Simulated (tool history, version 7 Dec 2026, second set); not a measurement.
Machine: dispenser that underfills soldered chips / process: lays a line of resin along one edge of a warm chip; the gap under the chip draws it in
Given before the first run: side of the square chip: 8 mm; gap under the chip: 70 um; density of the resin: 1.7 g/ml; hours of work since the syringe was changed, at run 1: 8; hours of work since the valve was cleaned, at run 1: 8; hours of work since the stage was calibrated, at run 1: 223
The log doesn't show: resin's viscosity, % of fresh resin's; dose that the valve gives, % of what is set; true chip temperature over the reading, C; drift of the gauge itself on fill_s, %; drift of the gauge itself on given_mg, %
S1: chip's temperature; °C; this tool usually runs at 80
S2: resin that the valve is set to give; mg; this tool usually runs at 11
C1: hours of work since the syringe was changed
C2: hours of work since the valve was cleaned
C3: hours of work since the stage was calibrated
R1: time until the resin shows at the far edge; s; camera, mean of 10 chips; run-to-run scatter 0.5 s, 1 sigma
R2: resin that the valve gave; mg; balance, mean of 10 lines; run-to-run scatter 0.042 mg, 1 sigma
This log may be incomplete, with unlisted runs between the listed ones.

{"run": 1, "hour": 0.0, "S1": 80, "S2": 11, "C1": 8, "C2": 8, "C3": 223, "R1": 75, "R2": 10.92}
{"run": 2, "hour": 3.8, "S1": 80, "S2": 11, "C1": 10, "C2": 10, "C3": 226, "R1": 95.1, "R2": 10.79}
{"hour": 4.7, "done": "new syringe of resin"}
{"run": 3, "hour": 11.2, "S1": 80, "S2": 11, "C1": 5, "C2": 16, "C3": 231, "R1": 58, "R2": 10.87}
{"run": 4, "hour": 16.3, "S1": 80, "S2": 11, "C1": 9, "C2": 20, "C3": 235, "R1": 80.9, "R2": 10.81}
{"hour": 19.5, "done": "new syringe of resin"}
{"run": 5, "hour": 22.4, "S1": 80, "S2": 11, "C1": 2, "C2": 24, "C3": 239, "R1": 48.1, "R2": 10.73}
{"run": 6, "hour": 30.0, "S1": 80, "S2": 11, "C1": 8, "C2": 30, "C3": 245, "R1": 76.2, "R2": 10.64}
{"hour": 34.2, "done": "new syringe of resin"}
{"run": 7, "hour": 35.3, "S1": 87, "S2": 11, "C1": 1, "C2": 33, "C3": 248, "R1": 33.8, "R2": 10.64}
{"run": 8, "hour": 38.9, "S1": 75, "S2": 11.9, "C1": 4, "C2": 36, "C3": 251, "R1": 62.3, "R2": 11.47}
{"run": 9, "hour": 45.7, "S1": 94, "S2": 10.2, "C1": 9, "C2": 41, "C3": 256, "R1": 54.7, "R2": 9.82}
{"hour": 49.2, "done": "new syringe of resin"}
{"run": 10, "hour": 50.0, "S1": 77, "S2": 10.7, "C1": 1, "C2": 44, "C3": 259, "R1": 44.9, "R2": 10.23}
{"run": 11, "hour": 54.9, "S1": 81, "S2": 12.4, "C1": 4, "C2": 48, "C3": 263, "R1": 52.5, "R2": 11.81}

Predict each of these 4 candidate next runs independently; none follows another, all start after run 11:
{"run": "A", "hour": 58.4, "S1": 74, "S2": 11.4, "C1": 7, "C2": 50, "C3": 265, "R1": "?", "R2": "?"}
{"run": "B", "hour": 58.4, "S1": 80, "S2": 11.2, "C1": 7, "C2": 50, "C3": 265, "R1": "?", "R2": "?"}
{"run": "C", "hour": 58.4, "S1": 94, "S2": 11.3, "C1": 7, "C2": 50, "C3": 265, "R1": "?", "R2": "?"}
{"run": "D", "hour": 58.4, "S1": 76, "S2": 12.8, "C1": 7, "C2": 50, "C3": 265, "R1": "?", "R2": "?"}

run=A R1=86.7 R2=10.81
run=B R1=71.3 R2=10.57
run=C R1=45.3 R2=10.69
run=D R1=79.8 R2=12.18
Stripped of hidden state, with their random variation kept, the same runs would have yielded:
run=A R1=48.7 R2=11.36
run=B R1=40 R2=11.12
run=C R1=25.4 R2=11.24
run=D R1=45 R2=12.81

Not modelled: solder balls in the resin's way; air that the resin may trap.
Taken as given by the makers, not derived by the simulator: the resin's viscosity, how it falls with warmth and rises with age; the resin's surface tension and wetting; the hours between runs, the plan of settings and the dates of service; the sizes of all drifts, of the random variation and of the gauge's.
